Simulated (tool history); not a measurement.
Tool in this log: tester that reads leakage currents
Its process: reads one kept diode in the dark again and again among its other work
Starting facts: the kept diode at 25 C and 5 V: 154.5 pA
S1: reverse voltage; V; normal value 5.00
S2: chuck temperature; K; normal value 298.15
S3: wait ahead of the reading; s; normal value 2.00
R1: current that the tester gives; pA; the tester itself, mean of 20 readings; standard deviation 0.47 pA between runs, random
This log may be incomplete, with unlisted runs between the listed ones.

run	day	S1	S2	S3	R1
1	0.000	5.00	298.15	2.00	157.06
2	0.925	5.00	298.15	2.00	157.88
3	2.383	5.00	298.15	2.00	158.39
4	3.783	5.00	298.15	2.00	159.91
5	4.954	5.00	298.15	2.00	160.20
6	6.629	5.00	298.15	0.51	163.48
7	7.646	5.00	298.15	2.00	161.98
8	9.246	1.12	298.15	2.00	66.53
9	10.150	1.12	298.15	2.00	67.07
10	11.446	1.12	298.15	2.00	67.01
11	13.371	5.00	298.15	0.92	165.23
12	14.750	5.00	298.15	0.92	166.11
13	16.483	2.39	298.15	2.00	106.42
# day 16.650: tester calibrated
14	17.688	2.39	298.15	2.00	106.72
15	19.383	2.39	298.15	2.00	107.90
# day 19.700: tester calibrated, once more
16	20.946	2.39	298.15	2.00	107.39
17	22.154	5.00	298.15	2.00	166.73
18	23.317	5.00	298.15	2.00	169.49
19	24.450	3.60	298.15	2.00	139.05
20	25.804	3.60	298.15	2.00	138.88
21	27.658	5.00	319.15	7.97	977.15
22	29.071	5.00	319.15	7.97	979.45
23	30.954	5.00	325.15	1.59	1559.83
# day 31.129: chuck's temperature calibrated
24	31.988	5.33	325.15	7.43	1522.97
25	33.862	5.00	300.15	2.00	192.85
26	35.175	5.00	300.15	2.00	193.87
27	36.871	8.91	329.15	1.42	2810.63
28	38.442	3.30	298.15	0.50	129.34
29	39.929	4.46	316.15	0.95	694.10
30	41.508	6.17	297.15	0.95	175.12
31	42.921	6.17	297.15	0.95	174.15
32	44.112	1.61	302.15	4.29	119.44
33	45.400	8.03	314.15	1.26	851.55
34	46.988	5.85	298.15	2.00	185.41
35	48.458	5.85	298.15	2.00	186.87
36	49.521	5.85	300.15	6.85	221.43
37	50.462	5.85	300.15	6.85	220.95
38	52.108	1.06	314.15	9.30	258.26
39	53.188	4.11	303.15	2.63	232.79
40	54.267	9.36	298.15	8.97	250.80

Per-run results on a tool with no hidden state, each run keeping its own random variation:
What the log doesn't record here: stray current of the dirty probe card, pA a volt; current scale over the true one, %; true chuck temperature over the reading, C; drift of the gauge itself on leakage_pa, %.
run	R1
1	155.31
2	155.62
3	155.38
4	156.16
5	155.86
6	158.27
7	156.22
8	64.06
9	64.42
10	64.13
11	156.52
12	156.67
13	100.12
14	99.85
15	100.41
16	100.13
17	154.29
18	156.25
19	128.04
20	127.36
21	911.55
22	910.65
23	1449.28
24	1505.84
25	186.22
26	186.48
27	2750.04
28	123.27
29	671.59
30	163.73
31	162.14
32	113.29
33	810.50
34	170.98
35	171.57
36	203.88
37	202.90
38	243.24
39	214.43
40	224.38
